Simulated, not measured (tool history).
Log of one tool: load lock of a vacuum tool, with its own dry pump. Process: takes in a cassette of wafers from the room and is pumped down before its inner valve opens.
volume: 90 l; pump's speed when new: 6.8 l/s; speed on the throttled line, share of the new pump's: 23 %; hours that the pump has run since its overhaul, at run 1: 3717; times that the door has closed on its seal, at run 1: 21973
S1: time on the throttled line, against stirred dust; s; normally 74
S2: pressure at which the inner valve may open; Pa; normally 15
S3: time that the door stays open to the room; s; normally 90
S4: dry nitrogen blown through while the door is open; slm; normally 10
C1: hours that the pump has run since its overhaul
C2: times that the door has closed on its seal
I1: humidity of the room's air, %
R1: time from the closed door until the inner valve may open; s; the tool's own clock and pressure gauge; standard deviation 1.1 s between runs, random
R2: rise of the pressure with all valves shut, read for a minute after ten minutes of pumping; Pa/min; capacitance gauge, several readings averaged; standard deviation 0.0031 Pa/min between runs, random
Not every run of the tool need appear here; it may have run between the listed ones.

run,hour,S1,S2,S3,S4,C1,C2,I1,R1,R2
1,0.0,74,15,90,10,3717,21973,44.7,185.0,0.281
2,157.7,74,15,90,10,3875,22718,41.4,185.6,0.283
3,336.0,74,15,90,10,4053,23561,45.7,185.8,0.303
4,475.3,74,15,90,10,4193,24219,46.0,185.7,0.312
5,704.6,74,15,90,10,4422,25302,44.7,185.4,0.322
6,799.8,74,15,90,10,4517,25752,44.1,188.3,0.334
7,1008.3,74,15,103,10,4726,26737,42.3,189.2,0.353
8,1228.5,74,15,104,10,4946,27778,45.5,188.2,0.372
9,1382.5,74,15,104,10,5100,28505,44.0,189.4,0.379
10,1584.4,74,15,104,10,5302,29459,44.0,190.1,0.408
11,1692.3,74,15,104,10,5410,29969,47.8,189.5,0.414
12,1871.3,74,15,90,18,5589,30815,44.6,189.2,0.409
13,2046.1,74,15,90,18,5763,31641,46.5,192.0,0.428
14,2234.0,74,15,90,18,5951,32528,44.4,191.5,0.431
15,2329.2,74,15,90,18,6047,32978,44.3,192.8,0.442
16,2558.5,74,15,90,18,6276,34062,47.8,194.6,0.470
17,2775.3,114,15,90,10,6493,35086,44.6,219.7,0.495
18,2937.5,114,15,90,10,6655,35852,44.6,222.8,0.503
19,3064.7,41,15,101,10,6782,36453,43.6,170.8,0.525
20,3287.4,61,15,88,10,7005,37506,50.6,185.4,0.563
21,3475.0,61,15,88,10,7192,38392,45.0,189.3,0.565
# hour 3545.0: door's seal changed, seat wiped
22,3582.2,74,24,97,10,7298,176,44.0,189.4,0.064
23,3767.8,74,15,43,10,7484,1053,45.3,199.1,0.047
24,3914.6,81,18,90,10,7630,1746,42.6,201.1,0.069
25,4143.2,74,15,90,16,7859,2826,43.3,200.6,0.067
26,4282.6,74,15,90,16,7998,3485,41.5,197.6,0.066
27,4501.3,70,15,221,10,8217,4518,42.3,194.8,0.123
28,4612.6,70,15,221,10,8328,5045,42.9,198.2,0.124
29,4774.3,74,11,185,10,8490,5808,44.6,207.3,0.123
30,4913.3,86,28,90,10,8629,6465,43.1,199.4,0.094
31,5079.8,86,28,90,10,8796,7252,45.3,199.6,0.106
32,5199.0,52,21,40,11,8915,7815,42.8,181.9,0.080

Hidden condition of the tool, last listed run before each entry between runs versus first listed run after:
Logged between run 21 and run 22: door's seal changed, seat wiped (hour 3545.0)
  pump's speed, % of a new pump's: 82.2 -> 81.9; leak at the door's seal, Pa l/s: 0.7538 -> 0.0024
  measured value less the no-hidden-state value, R1: +23.1 -> +20.8 s; R2: +0.505 -> +0.000 Pa/min

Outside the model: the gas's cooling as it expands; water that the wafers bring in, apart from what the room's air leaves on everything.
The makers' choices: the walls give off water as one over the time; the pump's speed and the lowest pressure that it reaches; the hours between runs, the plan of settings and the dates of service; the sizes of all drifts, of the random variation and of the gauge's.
